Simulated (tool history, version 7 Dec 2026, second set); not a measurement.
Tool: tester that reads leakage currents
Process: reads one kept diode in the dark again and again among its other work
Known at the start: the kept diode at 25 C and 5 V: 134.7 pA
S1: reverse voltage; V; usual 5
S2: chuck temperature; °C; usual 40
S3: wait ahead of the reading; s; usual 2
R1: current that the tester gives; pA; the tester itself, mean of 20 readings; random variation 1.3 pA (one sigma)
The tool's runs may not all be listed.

run    hour     S1  S2    S3      R1
  1       0      5  40     2  448.33
  2   227.6      5  40     2  447.06
  3   437.3      5  23     2  114.12
  4     605      5  40     2  448.93
  5   753.9      5  40     2  451.66
  6   864.3      5  40     2  448.55
  7   983.8      5  40     2  448.82
  8  1171.9      5  40     2  447.14
  9  1287.2      5  40     2  451.49
       1366  -- chuck's temperature calibrated
 10  1460.8      5  40     2  449.91
 11  1611.2      5  40     2  446.67
 12  1724.2      5  40     2  447.49
 13  1859.1      5  40     2  449.03
 14  1963.6      5  40     2  449.56
 15  2183.7      5  22  2.13  106.16
 16  2390.2      5  34  0.98  282.08
 17  2586.1   3.18  27   2.8  127.33
 18  2733.3   3.18  27   2.8   127.4
 19  2859.5   3.18  27   2.8  127.65
     2973.7  -- chuck's temperature calibrated
 20  3076.7   2.23  52   2.8  720.54
 21  3295.6  11.23  40  8.17  680.34
 22  3482.9  11.23  40  8.17  670.89
 23  3637.2  11.23  40  8.17  671.19
 24  3864.5  16.13  23     2  206.77
 25  3980.8   4.61  56     2  1363.8
 26  4149.7    1.4  40     2  236.96
       4216  -- tester calibrated
 27  4303.9   1.81  30   2.5   123.1

The same runs without the tool's hidden state, with the same run-to-run variation:
The hidden state here: stray current of the dirty probe card, pA a volt; current scale over the true one, %; true chuck temperature over the reading, C; drift of the gauge itself on leakage_pa, %.
run       R1
  1   448.17
  2    446.8
  3   114.01
  4   448.49
  5   451.15
  6   447.99
  7    448.2
  8   446.43
  9   450.72
 10   449.77
 11   446.47
 12   447.23
 13   448.71
 14    449.2
 15   106.03
 16   281.71
 17   127.12
 18   127.17
 19    127.4
 20   720.38
 21   680.02
 22   670.44
 23   670.62
 24   206.49
 25  1362.35
 26   236.65
 27   122.91

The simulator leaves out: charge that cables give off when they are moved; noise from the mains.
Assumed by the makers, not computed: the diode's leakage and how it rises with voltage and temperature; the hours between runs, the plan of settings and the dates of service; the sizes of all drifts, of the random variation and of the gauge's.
